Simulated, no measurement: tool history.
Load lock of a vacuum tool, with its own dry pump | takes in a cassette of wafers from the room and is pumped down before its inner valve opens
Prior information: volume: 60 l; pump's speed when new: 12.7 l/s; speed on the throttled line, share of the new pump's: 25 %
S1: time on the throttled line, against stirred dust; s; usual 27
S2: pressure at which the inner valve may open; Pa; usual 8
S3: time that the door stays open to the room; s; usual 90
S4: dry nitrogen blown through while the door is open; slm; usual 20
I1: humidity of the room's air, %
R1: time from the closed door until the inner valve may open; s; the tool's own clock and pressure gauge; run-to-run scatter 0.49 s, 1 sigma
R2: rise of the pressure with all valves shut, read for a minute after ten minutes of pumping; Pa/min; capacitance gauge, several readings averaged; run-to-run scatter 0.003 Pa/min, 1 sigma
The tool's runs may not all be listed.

run 1 hour=0 | S1=27 S2=8 S3=90 S4=20 | I1=49 | R1=67.4 R2=0.14
run 2 hour=128.2 | S1=20 S2=8 S3=90 S4=20 | I1=46.9 | R1=61.3 R2=0.139
run 3 hour=199.6 | S1=20 S2=8 S3=90 S4=20 | I1=47.2 | R1=62 R2=0.152
run 4 hour=331.9 | S1=27 S2=8 S3=90 S4=20 | I1=45.8 | R1=67 R2=0.152
run 5 hour=425.9 | S1=27 S2=8 S3=90 S4=20 | I1=45.4 | R1=66.8 R2=0.155
run 6 hour=508 | S1=27 S2=8 S3=90 S4=20 | I1=45.4 | R1=67.2 R2=0.157
run 7 hour=595.5 | S1=27 S2=8 S3=90 S4=20 | I1=44.7 | R1=67.3 R2=0.168
run 8 hour=671.1 | S1=36 S2=8 S3=90 S4=20 | I1=44.7 | R1=74 R2=0.166
run 9 hour=802 | S1=31 S2=8 S3=90 S4=20 | I1=47.3 | R1=69.4 R2=0.176
run 10 hour=880.7 | S1=27 S2=8 S3=90 S4=20 | I1=46 | R1=66.6 R2=0.178
run 11 hour=957.5 | S1=27 S2=8 S3=90 S4=20 | I1=45.8 | R1=67.2 R2=0.187
run 12 hour=1031.6 | S1=27 S2=8 S3=57 S4=20 | I1=39.9 | R1=66.9 R2=0.181
run 13 hour=1153 | S1=27 S2=8 S3=57 S4=20 | I1=43.8 | R1=66.1 R2=0.192
run 14 hour=1261.4 | S1=27 S2=8 S3=57 S4=20 | I1=49.8 | R1=67.5 R2=0.197
run 15 hour=1342.1 | S1=24 S2=8 S3=90 S4=20 | I1=47 | R1=64.9 R2=0.203
run 16 hour=1424.6 | S1=27 S2=8 S3=90 S4=20 | I1=45.4 | R1=68.5 R2=0.213
run 17 hour=1550.6 | S1=27 S2=8 S3=90 S4=30 | I1=46.9 | R1=68.1 R2=0.209
run 18 hour=1636.3 | S1=27 S2=8 S3=90 S4=30 | I1=43.3 | R1=67 R2=0.215
run 19 hour=1730 | S1=27 S2=8 S3=68 S4=30 | I1=43.2 | R1=68 R2=0.219
run 20 hour=1859.6 | S1=36 S2=10 S3=68 S4=4 | I1=42.7 | R1=74.3 R2=0.24
run 21 hour=1948.8 | S1=14 S2=10 S3=33 S4=4 | I1=44.7 | R1=56.2 R2=0.24
run 22 hour=2052 | S1=21 S2=9 S3=69 S4=20 | I1=47.7 | R1=62.1 R2=0.239
run 23 hour=2145.4 | S1=21 S2=9 S3=69 S4=20 | I1=45 | R1=61.5 R2=0.243
run 24 hour=2256.5 | S1=21 S2=9 S3=69 S4=20 | I1=47.4 | R1=62.8 R2=0.256
run 25 hour=2344.9 | S1=47 S2=9 S3=137 S4=9 | I1=44.2 | R1=83.4 R2=0.273
run 26 hour=2435.6 | S1=27 S2=16 S3=90 S4=37 | I1=44 | R1=64.9 R2=0.256
run 27 hour=2567 | S1=27 S2=16 S3=90 S4=37 | I1=48 | R1=65.1 R2=0.265
run 28 hour=2631.6 | S1=33 S2=10 S3=107 S4=6 | I1=41.8 | R1=70.5 R2=0.287
run 29 hour=2734.3 | S1=33 S2=10 S3=107 S4=6 | I1=45 | R1=71.6 R2=0.294
run 30 hour=2854.4 | S1=33 S2=10 S3=107 S4=6 | I1=43 | R1=71.4 R2=0.307
run 31 hour=2925.5 | S1=23 S2=8 S3=90 S4=20 | I1=47 | R1=65.2 R2=0.302
run 32 hour=3041.7 | S1=16 S2=11 S3=55 S4=9 | I1=45 | R1=59.1 R2=0.306
run 33 hour=3172.5 | S1=16 S2=11 S3=55 S4=9 | I1=41.8 | R1=58.1 R2=0.316
run 34 hour=3303.1 | S1=16 S2=11 S3=55 S4=9 | I1=44.1 | R1=58.1 R2=0.323
run 35 hour=3406.9 | S1=27 S2=11 S3=142 S4=21 | I1=45.5 | R1=66.8 R2=0.334
run 36 hour=3480.6 | S1=27 S2=11 S3=142 S4=21 | I1=43.2 | R1=66.5 R2=0.337
run 37 hour=3575.4 | S1=27 S2=8 S3=233 S4=11 | I1=39.4 | R1=69 R2=0.349

Here are 3 independent what-if runs from the current tool condition. What would each one return?
run A hour=3656.1 | S1=46 S2=8 S3=90 S4=6 | I1=46.7 | R1=? R2=?
run B hour=3656.1 | S1=54 S2=12 S3=90 S4=20 | I1=46.2 | R1=? R2=?
run C hour=3656.1 | S1=27 S2=13 S3=57 S4=15 | I1=46.9 | R1=? R2=?

run=A R1=82.2 R2=0.354
run=B R1=85.5 R2=0.352
run=C R1=65.8 R2=0.347
The same runs, with their run-to-run variation unchanged, on a tool lacking any hidden condition would have given:
run=A R1=79.4 R2=0.025
run=B R1=83.1 R2=0.022
run=C R1=62.9 R2=0.019
